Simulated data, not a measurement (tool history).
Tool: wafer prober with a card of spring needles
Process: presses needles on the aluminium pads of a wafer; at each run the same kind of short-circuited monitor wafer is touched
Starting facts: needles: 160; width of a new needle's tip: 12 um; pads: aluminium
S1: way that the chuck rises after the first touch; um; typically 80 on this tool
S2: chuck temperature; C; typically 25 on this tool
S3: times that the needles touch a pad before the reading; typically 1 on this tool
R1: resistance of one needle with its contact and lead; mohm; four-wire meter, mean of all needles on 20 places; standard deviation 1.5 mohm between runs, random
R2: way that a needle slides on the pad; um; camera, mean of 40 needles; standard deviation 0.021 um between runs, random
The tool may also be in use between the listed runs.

run,hour,S1,S2,S3,R1,R2
1,0.0,80,25,1,243,10.63
# hour 3.1: tips cleaned on abrasive film
# hour 25.9: tips cleaned on abrasive film
2,31.2,80,25,1,185,10.64
# hour 47.7: tips cleaned on abrasive film
# hour 68.7: tips cleaned on abrasive film
3,68.7,80,25,1,160,10.65
# hour 89.5: tips cleaned on abrasive film
4,93.4,80,25,1,180,10.55
# hour 109.7: tips cleaned on abrasive film
# hour 131.4: tips cleaned on abrasive film
5,131.4,80,25,1,161,10.56
# hour 153.3: tips cleaned on abrasive film
6,161.9,80,25,1,209,10.52
# hour 174.9: tips cleaned on abrasive film
# hour 197.2: tips cleaned on abrasive film
7,205.8,80,25,2,183,10.53
# hour 217.3: tips cleaned on abrasive film
# hour 237.3: tips cleaned on abrasive film
8,237.3,80,25,2,150,10.47
# hour 260.0: tips cleaned on abrasive film
9,268.6,80,25,2,182,10.45
# hour 280.6: tips cleaned on abrasive film
# hour 300.9: tips cleaned on abrasive film
10,309.7,80,25,1,209,10.46
# hour 322.1: tips cleaned on abrasive film
11,337.3,80,25,1,237,10.45
# hour 343.1: tips cleaned on abrasive film
12,357.2,80,25,2,200,10.48
# hour 363.6: tips cleaned on abrasive film
13,379.4,80,25,2,202,10.45
# hour 386.5: tips cleaned on abrasive film
# hour 408.0: tips cleaned on abrasive film
14,412.0,86,25,2,162,11.26
# hour 431.3: tips cleaned on abrasive film
# hour 453.6: tips cleaned on abrasive film
15,453.6,86,25,2,148,11.24
# hour 474.8: tips cleaned on abrasive film
16,484.3,86,25,2,185,11.25
# hour 498.1: tips cleaned on abrasive film
# hour 502.3: height of the first contact set anew
17,505.6,86,25,2,177,11.51
# hour 518.8: tips cleaned on abrasive film
# hour 539.7: tips cleaned on abrasive film
18,539.7,88,45,1,156,11.80
# hour 559.5: tips cleaned on abrasive film
19,572.1,88,45,1,211,11.79
# hour 579.8: tips cleaned on abrasive film
# hour 600.9: tips cleaned on abrasive film
20,615.8,88,45,1,221,11.72
# hour 622.7: tips cleaned on abrasive film
# hour 642.9: tips cleaned on abrasive film
21,660.3,65,29,1,306,8.64
# hour 664.5: tips cleaned on abrasive film
# hour 685.3: tips cleaned on abrasive film
22,698.0,80,91,1,233,10.65
# hour 706.9: tips cleaned on abrasive film
# hour 727.3: tips cleaned on abrasive film
23,730.6,80,121,1,194,10.65
# hour 749.9: tips cleaned on abrasive film
# hour 772.2: tips cleaned on abrasive film
24,772.9,80,121,1,178,10.60
# hour 793.3: tips cleaned on abrasive film
25,800.1,80,39,2,182,10.60
# hour 813.0: tips cleaned on abrasive film
26,819.4,80,25,2,177,10.58
# hour 833.8: tips cleaned on abrasive film
# hour 855.4: tips cleaned on abrasive film
27,863.5,90,25,1,198,11.90
# hour 876.4: tips cleaned on abrasive film
# hour 896.6: tips cleaned on abrasive film
28,897.5,66,46,2,168,8.67
# hour 919.0: tips cleaned on abrasive film
29,929.6,66,46,2,218,8.65
# hour 940.0: tips cleaned on abrasive film
30,958.5,96,53,1,229,12.69
# hour 962.0: tips cleaned on abrasive film
# hour 981.8: tips cleaned on abrasive film
31,998.4,98,123,1,228,12.90
# hour 1003.5: tips cleaned on abrasive film
32,1018.7,98,123,1,222,12.93

Forecast each of these 3 alternatives for the next run:
# hour 1025.1: tips cleaned on abrasive film
# hour 1045.1: tips cleaned on abrasive film
A,1059.6,74,46,1,?,?
# hour 1025.1: tips cleaned on abrasive film
# hour 1045.1: tips cleaned on abrasive film
B,1059.6,98,82,2,?,?
# hour 1025.1: tips cleaned on abrasive film
# hour 1045.1: tips cleaned on abrasive film
C,1059.6,84,87,1,?,?

run,R1,R2
A,270,9.66
B,191,12.90
C,242,11.04
With the hidden condition removed and each run's random variation left untouched, the same runs would have given:
run,R1,R2
A,152,9.92
B,150,13.16
C,155,11.30

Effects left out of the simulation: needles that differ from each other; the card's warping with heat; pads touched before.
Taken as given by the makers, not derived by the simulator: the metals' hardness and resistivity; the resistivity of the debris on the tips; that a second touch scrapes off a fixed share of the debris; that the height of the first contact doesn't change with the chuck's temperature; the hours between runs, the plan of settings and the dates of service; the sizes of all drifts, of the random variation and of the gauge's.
